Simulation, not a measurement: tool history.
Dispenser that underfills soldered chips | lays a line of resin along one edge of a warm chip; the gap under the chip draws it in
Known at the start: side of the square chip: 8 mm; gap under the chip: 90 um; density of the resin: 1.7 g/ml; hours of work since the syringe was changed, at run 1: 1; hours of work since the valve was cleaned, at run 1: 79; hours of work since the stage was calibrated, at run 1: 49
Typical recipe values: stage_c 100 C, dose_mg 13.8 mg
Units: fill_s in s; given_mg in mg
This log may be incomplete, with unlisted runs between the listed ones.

run	hour	stage_c	dose_mg	hours of work since the syringe was changed	hours of work since the valve was cleaned	hours of work since the stage was calibrated	fill_s	given_mg
1	0.0	100	13.8	1	79	49	16.0	13.07
2	5.2	100	13.8	4	82	52	21.1	12.79
3	10.6	100	13.8	7	85	55	27.3	12.86
# hour 13.3: new syringe of resin
4	18.5	93	13.8	3	90	60	25.8	12.76
5	24.7	93	13.8	7	94	64	34.9	12.78
# hour 27.4: new syringe of resin
# hour 28.4: dispensing valve cleaned and set on the balance
6	31.8	93	13.8	2	2	68	22.1	13.79
7	38.7	93	13.8	6	6	72	31.9	13.83
# hour 42.8: new syringe of resin
8	45.9	105	13.8	2	11	76	15.4	13.80
9	51.4	100	15.0	5	14	80	23.3	14.97
10	55.7	100	13.8	8	17	82	29.8	13.53
# hour 57.3: new syringe of resin
11	59.7	100	14.6	2	19	85	16.8	14.44
12	65.1	100	14.6	5	23	88	22.2	14.40
# hour 72.0: new syringe of resin
13	73.3	100	16.4	1	27	93	15.4	16.19
14	82.3	100	14.2	6	33	98	25.6	13.82
# hour 86.6: new syringe of resin
15	91.0	100	13.8	3	38	104	18.9	13.44
16	97.8	100	13.8	7	43	108	27.2	13.23
# hour 100.8: new syringe of resin
17	103.7	87	13.8	2	46	111	25.9	13.32
18	107.9	87	13.8	4	49	114	32.8	13.24
19	111.6	100	17.2	7	51	116	26.0	16.50
# hour 115.5: new syringe of resin
20	116.4	100	15.2	1	54	119	14.9	14.43
21	121.1	103	15.2	3	57	122	18.1	14.44
22	129.2	103	15.2	9	62	127	27.7	14.54
# hour 130.1: new syringe of resin
23	137.2	99	12.0	4	67	132	24.2	11.44
# hour 144.5: new syringe of resin
24	145.8	110	13.8	1	72	137	13.1	13.03
25	152.0	110	14.5	5	76	141	17.7	13.54
26	156.2	100	13.9	7	78	144	29.1	12.89
# hour 158.7: new syringe of resin
27	162.8	86	12.5	3	82	148	30.6	11.56
28	171.5	100	17.7	8	88	153	28.7	16.30
# hour 173.0: new syringe of resin
29	179.8	100	17.7	4	93	158	20.7	16.27
# hour 185.4: dispensing valve cleaned and set on the balance
30	187.1	113	13.7	8	1	162	20.6	13.62
# hour 188.2: new syringe of resin
31	191.2	113	13.7	2	3	164	11.3	13.59
32	199.8	95	12.0	7	9	170	33.7	11.97
# hour 202.2: new syringe of resin
33	206.4	106	15.2	3	13	174	15.8	15.08
34	210.3	100	14.2	5	15	176	23.5	14.05
# hour 216.3: new syringe of resin
35	216.3	100	16.1	0	19	180	14.7	15.73
36	223.7	94	16.6	5	23	184	27.0	16.18

Hidden condition of the tool, last listed run before each entry between runs versus first listed run after:
After run 3, before run 4: new syringe of resin (hour 13.3)
  resin's viscosity, % of fresh resin's: 181.8 -> 131.1; dose that the valve gives, % of what is set: 92.89 -> 92.5; true chip temperature over the reading, C: -0.15 -> -0.16
  what was measured, less what the result would be without the hidden state, fill_s: +12.7 -> +6.5 s; given_mg: -0.99 -> -1.04 mg
After run 5, before run 6: new syringe of resin (hour 27.4); dispensing valve cleaned and set on the balance (hour 28.4)
  resin's viscosity, % of fresh resin's: 183.4 -> 120.1; dose that the valve gives, % of what is set: 92.16 -> 100.01; true chip temperature over the reading, C: -0.17 -> -0.18
  what was measured, less what the result would be without the hidden state, fill_s: +16.4 -> +3.8 s; given_mg: -1.09 -> +0.00 mg
After run 7, before run 8: new syringe of resin (hour 42.8)
  resin's viscosity, % of fresh resin's: 174.5 -> 118.5; dose that the valve gives, % of what is set: 99.62 -> 99.24; true chip temperature over the reading, C: -0.19 -> -0.2
  what was measured, less what the result would be without the hidden state, fill_s: +13.8 -> +2.5 s; given_mg: -0.05 -> -0.10 mg
After run 10, before run 11: new syringe of resin (hour 57.3)
  resin's viscosity, % of fresh resin's: 201.3 -> 113.9; dose that the valve gives, % of what is set: 98.75 -> 98.51; true chip temperature over the reading, C: -0.22 -> -0.23
  what was measured, less what the result would be without the hidden state, fill_s: +15.0 -> +2.1 s; given_mg: -0.17 -> -0.22 mg
After run 12, before run 13: new syringe of resin (hour 72.0)
  resin's viscosity, % of fresh resin's: 152.1 -> 105.2; dose that the valve gives, % of what is set: 98.2 -> 97.78; true chip temperature over the reading, C: -0.24 -> -0.25
  what was measured, less what the result would be without the hidden state, fill_s: +7.8 -> +0.9 s; given_mg: -0.27 -> -0.37 mg
After run 14, before run 15: new syringe of resin (hour 86.6)
  resin's viscosity, % of fresh resin's: 170.6 -> 125; dose that the valve gives, % of what is set: 97.28 -> 96.79; true chip temperature over the reading, C: -0.26 -> -0.27
  what was measured, less what the result would be without the hidden state, fill_s: +10.8 -> +4.0 s; given_mg: -0.39 -> -0.44 mg
After run 16, before run 17: new syringe of resin (hour 100.8)
  resin's viscosity, % of fresh resin's: 179.8 -> 115.9; dose that the valve gives, % of what is set: 96.44 -> 96.15; true chip temperature over the reading, C: -0.29 -> -0.3
  what was measured, less what the result would be without the hidden state, fill_s: +12.2 -> +3.9 s; given_mg: -0.49 -> -0.53 mg
After run 19, before run 20: new syringe of resin (hour 115.5)
  resin's viscosity, % of fresh resin's: 178.1 -> 104.3; dose that the valve gives, % of what is set: 95.72 -> 95.48; true chip temperature over the reading, C: -0.31 -> -0.32
  what was measured, less what the result would be without the hidden state, fill_s: +11.6 -> +0.9 s; given_mg: -0.73 -> -0.69 mg
After run 22, before run 23: new syringe of resin (hour 130.1)
  resin's viscosity, % of fresh resin's: 208.1 -> 145.4; dose that the valve gives, % of what is set: 94.77 -> 94.35; true chip temperature over the reading, C: -0.34 -> -0.35
  what was measured, less what the result would be without the hidden state, fill_s: +14.5 -> +8.0 s; given_mg: -0.80 -> -0.68 mg
After run 23, before run 24: new syringe of resin (hour 144.5)
  resin's viscosity, % of fresh resin's: 145.4 -> 109.6; dose that the valve gives, % of what is set: 94.35 -> 93.9; true chip temperature over the reading, C: -0.35 -> -0.36
  what was measured, less what the result would be without the hidden state, fill_s: +8.0 -> +1.4 s; given_mg: -0.68 -> -0.84 mg
After run 26, before run 27: new syringe of resin (hour 158.7)
  resin's viscosity, % of fresh resin's: 191.8 -> 124.5; dose that the valve gives, % of what is set: 93.3 -> 92.96; true chip temperature over the reading, C: -0.38 -> -0.39
  what was measured, less what the result would be without the hidden state, fill_s: +14.2 -> +7.0 s; given_mg: -0.93 -> -0.88 mg
After run 28, before run 29: new syringe of resin (hour 173.0)
  resin's viscosity, % of fresh resin's: 198.6 -> 144; dose that the valve gives, % of what is set: 92.48 -> 92.05; true chip temperature over the reading, C: -0.4 -> -0.41
  what was measured, less what the result would be without the hidden state, fill_s: +14.7 -> +6.6 s; given_mg: -1.32 -> -1.41 mg
After run 29, before run 30: dispensing valve cleaned and set on the balance (hour 185.4)
  resin's viscosity, % of fresh resin's: 144 -> 202.4; dose that the valve gives, % of what is set: 92.05 -> 99.86; true chip temperature over the reading, C: -0.41 -> -0.42
  what was measured, less what the result would be without the hidden state, fill_s: +6.6 -> +10.6 s; given_mg: -1.41 -> -0.02 mg
After run 30, before run 31: new syringe of resin (hour 188.2)
  resin's viscosity, % of fresh resin's: 202.4 -> 116.5; dose that the valve gives, % of what is set: 99.86 -> 99.63; true chip temperature over the reading, C: -0.42 -> -0.43
  what was measured, less what the result would be without the hidden state, fill_s: +10.6 -> +1.8 s; given_mg: -0.02 -> -0.05 mg
After run 32, before run 33: new syringe of resin (hour 202.2)
  resin's viscosity, % of fresh resin's: 185.4 -> 126; dose that the valve gives, % of what is set: 99.18 -> 98.83; true chip temperature over the reading, C: -0.44 -> -0.45
  what was measured, less what the result would be without the hidden state, fill_s: +15.9 -> +3.3 s; given_mg: -0.10 -> -0.18 mg
After run 34, before run 35: new syringe of resin (hour 216.3)
  resin's viscosity, % of fresh resin's: 155.4 -> 100.3; dose that the valve gives, % of what is set: 98.64 -> 98.34; true chip temperature over the reading, C: -0.46 -> -0.47
  what was measured, less what the result would be without the hidden state, fill_s: +8.5 -> +0.3 s; given_mg: -0.19 -> -0.27 mg

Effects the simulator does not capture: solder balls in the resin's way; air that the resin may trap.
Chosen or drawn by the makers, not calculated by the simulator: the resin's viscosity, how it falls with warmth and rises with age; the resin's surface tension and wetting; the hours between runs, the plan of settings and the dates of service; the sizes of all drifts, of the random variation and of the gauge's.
